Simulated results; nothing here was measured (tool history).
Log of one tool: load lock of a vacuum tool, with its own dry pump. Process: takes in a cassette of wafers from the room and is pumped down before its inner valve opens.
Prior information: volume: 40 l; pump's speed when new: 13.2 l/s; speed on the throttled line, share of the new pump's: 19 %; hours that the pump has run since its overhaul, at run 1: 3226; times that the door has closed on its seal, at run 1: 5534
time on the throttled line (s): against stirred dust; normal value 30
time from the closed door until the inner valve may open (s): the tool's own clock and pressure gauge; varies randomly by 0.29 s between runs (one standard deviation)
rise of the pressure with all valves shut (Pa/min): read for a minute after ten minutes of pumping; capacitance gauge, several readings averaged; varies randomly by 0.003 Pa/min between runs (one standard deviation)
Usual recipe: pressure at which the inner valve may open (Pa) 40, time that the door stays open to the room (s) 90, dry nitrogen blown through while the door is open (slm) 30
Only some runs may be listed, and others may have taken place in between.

run    hour  time on the throttled line (s)  pressure at which the inner valve may open (Pa)  time that the door stays open to the room (s)  dry nitrogen blown through while the door is open (slm)  hours that the pump has run since its overhaul  times that the door has closed on its seal  incoming humidity of the room's air, %  time from the closed door until the inner valve may open (s)  rise of the pressure with all valves shut (Pa/min)
  1     0.0                              30                                               40                                             90                                                       30                                            3226                                        5534                                    45.7                                                          49.3                                               0.057
  2   132.5                              30                                               40                                             90                                                       30                                            3358                                        6139                                    47.6                                                          49.7                                               0.065
  3   247.8                              30                                               40                                             90                                                       30                                            3474                                        6664                                    46.7                                                          50.1                                               0.063
  4   418.0                              30                                               40                                             90                                                        6                                            3644                                        7440                                    44.5                                                          49.5                                               0.091
  5   541.0                              30                                               40                                             74                                                       30                                            3767                                        8002                                    44.0                                                          50.0                                               0.069
  6   673.8                              30                                               40                                             74                                                       30                                            3899                                        8607                                    46.1                                                          49.5                                               0.069
  7   804.5                              30                                               40                                             74                                                       30                                            4030                                        9203                                    45.6                                                          50.5                                               0.071
  8   975.9                              30                                               40                                             74                                                       30                                            4202                                        9985                                    43.7                                                          49.8                                               0.071
  9  1127.2                              30                                               40                                             90                                                       30                                            4353                                       10675                                    47.7                                                          50.1                                               0.087
 10  1245.5                              30                                               76                                             90                                                       30                                            4471                                       11215                                    42.2                                                          47.8                                               0.090
 11  1352.9                              30                                               76                                             90                                                       30                                            4579                                       11705                                    44.6                                                          47.9                                               0.092
 12  1469.8                              30                                               40                                            122                                                       30                                            4695                                       12237                                    44.6                                                          50.3                                               0.093
 13  1616.1                              30                                               40                                             90                                                       30                                            4842                                       12905                                    43.9                                                          49.7                                               0.090
 14  1750.4                              30                                               40                                            114                                                       30                                            4976                                       13518                                    42.3                                                          50.2                                               0.104
 15  1847.9                              30                                               32                                             90                                                       30                                            5074                                       13962                                    47.5                                                          51.2                                               0.108

Expected results for the next run?
 16  1940.3                              30                                               32                                             90                                                       30                                            5166                                       14383                                    45.1                                                             ?                                                   ?

{"run 16": {"time from the closed door until the inner valve may open (s)": 51.8, "rise of the pressure with all valves shut (Pa/min)": 0.101}}
Take away the tool's hidden state, keep the run-to-run variation as it was, and the same run would have given time from the closed door until the inner valve may open (s) 49.3, rise of the pressure with all valves shut (Pa/min) 0.031.
